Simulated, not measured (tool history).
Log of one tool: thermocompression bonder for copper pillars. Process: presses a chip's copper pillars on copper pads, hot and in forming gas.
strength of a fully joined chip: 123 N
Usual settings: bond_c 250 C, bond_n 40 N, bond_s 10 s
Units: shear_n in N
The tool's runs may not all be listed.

Run 1, day 0: usual settings. Result: shear_n 46.6 N.
Run 2, day 0.5: usual settings. Result: shear_n 47 N.
Run 3, day 0.825: usual settings but bond_s 12 s. Result: shear_n 50.7 N.
Run 4, day 1.192: usual settings but bond_s 12 s. Result: shear_n 51.1 N.
Run 5, day 1.604: usual settings but bond_s 12 s. Result: shear_n 51.3 N.
Run 6, day 2.283: usual settings but bond_c 229 C, bond_s 12 s. Result: shear_n 35.2 N.
Run 7, day 3.029: usual settings but bond_c 229 C, bond_s 12 s. Result: shear_n 34.9 N.
Run 8, day 3.375: usual settings but bond_n 26 N. Result: shear_n 29.7 N.
Run 9, day 3.992: usual settings but bond_n 26 N. Result: shear_n 29.2 N.
Run 10, day 4.679: usual settings but bond_n 26 N. Result: shear_n 29.6 N.
Run 11, day 5.246: usual settings but bond_n 26 N. Result: shear_n 29.6 N.
Run 12, day 5.729: usual settings but bond_n 26 N. Result: shear_n 29.5 N.
Run 13, day 6.15: usual settings but bond_n 26 N. Result: shear_n 29.1 N.
Run 14, day 6.788: usual settings but bond_n 26 N. Result: shear_n 29.8 N.
Run 15, day 7.283: usual settings but bond_n 26 N. Result: shear_n 29.8 N.
Run 16, day 7.638: usual settings but bond_n 31 N. Result: shear_n 36.2 N.
Run 17, day 7.988: usual settings but bond_n 53 N. Result: shear_n 61.5 N.
Run 18, day 8.45: usual settings but bond_n 53 N. Result: shear_n 61.1 N.
Run 19, day 9.054: usual settings. Result: shear_n 46.6 N.
Run 20, day 9.596: usual settings. Result: shear_n 46.1 N.
Run 21, day 10.054: usual settings but bond_c 239 C, bond_n 33 N, bond_s 9 s. Result: shear_n 30 N.
Run 22, day 10.788: usual settings. Result: shear_n 46.8 N.
Run 23, day 11.408: usual settings but bond_c 270 C, bond_n 29 N. Result: shear_n 47.1 N.
Run 24, day 12.117: usual settings but bond_c 238 C, bond_n 39 N, bond_s 8 s. Result: shear_n 33.9 N.

Forecast run 25:
Run 25, day 12.767: usual settings but bond_c 238 C, bond_n 39 N, bond_s 8 s. Result: shear_n ?.

{"run 25": {"shear_n": 33.6}}
Without the tool's hidden state the same run would have given shear_n 33.8 N.
